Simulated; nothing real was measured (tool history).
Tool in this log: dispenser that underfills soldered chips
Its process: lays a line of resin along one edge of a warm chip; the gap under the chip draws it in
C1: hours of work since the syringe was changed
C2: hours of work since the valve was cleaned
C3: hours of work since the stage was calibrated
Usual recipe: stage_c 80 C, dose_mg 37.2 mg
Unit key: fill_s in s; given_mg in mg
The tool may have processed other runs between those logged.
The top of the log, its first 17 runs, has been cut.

run 18 hour=154.5 | stage_c=74 dose_mg=44.5 | C1=9 C2=15 C3=230 | fill_s=106.5 given_mg=44.54
-- hour=156.3 new syringe of resin
run 19 hour=167 | stage_c=80 dose_mg=47.7 | C1=8 C2=24 C3=239 | fill_s=86.7 given_mg=47.16
-- hour=169.1 new syringe of resin
run 20 hour=175.1 | stage_c=86 dose_mg=36 | C1=5 C2=30 C3=246 | fill_s=64.5 given_mg=35.48
-- hour=182.6 new syringe of resin
run 21 hour=184.4 | stage_c=86 dose_mg=36 | C1=1 C2=37 C3=253 | fill_s=57.5 given_mg=35.63
run 22 hour=192.9 | stage_c=80 dose_mg=32.7 | C1=8 C2=44 C3=259 | fill_s=92.5 given_mg=32.01
-- hour=195.5 new syringe of resin
run 23 hour=200.2 | stage_c=80 dose_mg=32.7 | C1=4 C2=49 C3=265 | fill_s=76.8 given_mg=32.1
run 24 hour=207.5 | stage_c=80 dose_mg=32.7 | C1=9 C2=55 C3=270 | fill_s=93.4 given_mg=31.93
-- hour=208.4 new syringe of resin
run 25 hour=213.7 | stage_c=80 dose_mg=32.7 | C1=4 C2=60 C3=275 | fill_s=81 given_mg=31.98

The next listed run, before its measurement:
run 26 hour=220 | stage_c=80 dose_mg=32.7 | C1=9 C2=65 C3=280 | fill_s=? given_mg=?

{"run 26": {"fill_s": 94.1, "given_mg": 31.84}}
Were there no unlogged condition in the tool, this run, its random variation unchanged, would have produced fill_s 65.5 s, given_mg 32.67 mg.
